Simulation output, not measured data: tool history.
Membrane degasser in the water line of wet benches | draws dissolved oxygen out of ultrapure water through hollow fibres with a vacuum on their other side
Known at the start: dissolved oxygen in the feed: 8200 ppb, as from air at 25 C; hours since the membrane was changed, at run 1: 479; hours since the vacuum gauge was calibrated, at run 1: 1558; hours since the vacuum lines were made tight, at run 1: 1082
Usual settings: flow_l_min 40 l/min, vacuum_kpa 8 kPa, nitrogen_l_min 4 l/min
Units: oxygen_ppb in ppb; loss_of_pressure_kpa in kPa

| run | hour | flow_l_min | vacuum_kpa | nitrogen_l_min | hours since the membrane was changed | hours since the vacuum gauge was calibrated | hours since the vacuum lines were made tight | oxygen_ppb | loss_of_pressure_kpa |
|---|---|---|---|---|---|---|---|---|---|
| 1 | 0 | 40 | 8 | 4 | 479 | 1558 | 1082 | 116.6 | 68.61 |
| 2 | 37.8 | 40 | 8 | 4 | 517 | 1596 | 1119 | 116.5 | 68.5 |
| 3 | 56.9 | 40 | 8 | 10.48 | 536 | 1615 | 1139 | 48.3 | 68.46 |
| 4 | 77.2 | 40 | 8 | 10.48 | 557 | 1635 | 1159 | 48.2 | 68.62 |
| 5 | 97 | 40 | 8 | 6.08 | 577 | 1655 | 1179 | 79.7 | 68.78 |
| 6 | 134.6 | 40 | 8 | 6.08 | 614 | 1693 | 1216 | 79.6 | 68.51 |
| 7 | 173.1 | 40 | 8 | 6.08 | 653 | 1731 | 1255 | 79.3 | 68.52 |
| 8 | 206.4 | 40 | 8 | 4 | 686 | 1765 | 1288 | 117.2 | 68.73 |
|  | 211.1 | vacuum gauge calibrated |
| 9 | 251.1 | 40 | 8 | 4 | 730 | 40 | 1332 | 117.3 | 68.52 |
| 10 | 276.2 | 40 | 8 | 4 | 755 | 65 | 1357 | 117.4 | 68.74 |
| 11 | 297.9 | 40 | 8.93 | 4 | 777 | 87 | 1379 | 138.7 | 67.87 |
| 12 | 335.1 | 40 | 8.93 | 4 | 814 | 124 | 1416 | 138.8 | 68.88 |
| 13 | 361.3 | 40 | 8.93 | 4 | 840 | 150 | 1443 | 138.5 | 68.74 |
|  | 391.4 | vacuum gauge calibrated, once more |
| 14 | 391.4 | 40 | 8.93 | 4 | 870 | 0 | 1472 | 137.3 | 68.58 |
| 15 | 420.8 | 40 | 13.21 | 7.06 | 899 | 29 | 1501 | 138.6 | 68.76 |
| 16 | 460.5 | 40 | 13.21 | 7.06 | 939 | 69 | 1541 | 138.5 | 68.62 |
| 17 | 480 | 40 | 7.26 | 7.06 | 958 | 89 | 1561 | 58.9 | 68.69 |
| 18 | 505.8 | 40 | 19.52 | 2.53 | 984 | 114 | 1586 | 556.8 | 69.07 |
| 19 | 533.6 | 40 | 4.95 | 4 | 1012 | 142 | 1614 | 44.7 | 69.38 |
| 20 | 557.7 | 48 | 6.38 | 4.12 | 1036 | 166 | 1638 | 94.5 | 82.89 |
| 21 | 588.2 | 62 | 5.03 | 5.74 | 1067 | 197 | 1669 | 72.2 | 106.17 |
| 22 | 614.4 | 40 | 8 | 8.92 | 1093 | 223 | 1695 | 55.9 | 69.04 |
| 23 | 654.2 | 40 | 8 | 8.92 | 1133 | 263 | 1735 | 55.8 | 68.59 |
| 24 | 673.9 | 40 | 8 | 8.92 | 1152 | 283 | 1755 | 55.7 | 68.99 |
| 25 | 697 | 40 | 12.53 | 2.89 | 1176 | 306 | 1778 | 292.1 | 68.9 |
| 26 | 731.3 | 58 | 5.78 | 10.1 | 1210 | 340 | 1812 | 55.5 | 99.89 |
| 27 | 757.9 | 58 | 5.78 | 10.1 | 1236 | 366 | 1839 | 55.1 | 99.75 |
| 28 | 800.3 | 58 | 5.78 | 10.39 | 1279 | 409 | 1881 | 54.4 | 99.72 |

Hidden state or all else? Some run-to-run changes of oxygen_ppb, split into what the settings, what came in and random variation would give without the hidden state, and what is left for the hidden state (with any gauge scatter that isn't in both results):
The hidden state here: membrane still open, %; true pressure behind the membrane over the reading, kPa; air that leaks in behind the membrane, l/min; drift of the gauge itself on oxygen_ppb, %; drift of the gauge itself on loss_of_pressure_kpa, %.
Run 13 -> 14: vacuum gauge calibrated, once more. oxygen_ppb -1.2 ppb: hidden state -1.7, all else +0.5.
Run 17 -> 18: vacuum_kpa 7.26 -> 19.52, nitrogen_l_min 7.06 -> 2.53. oxygen_ppb +497.9 ppb: hidden state +1.4, all else +496.5.
Run 18 -> 19: vacuum_kpa 19.52 -> 4.95, nitrogen_l_min 2.53 -> 4. oxygen_ppb -512.1 ppb: hidden state -1.1, all else -511.
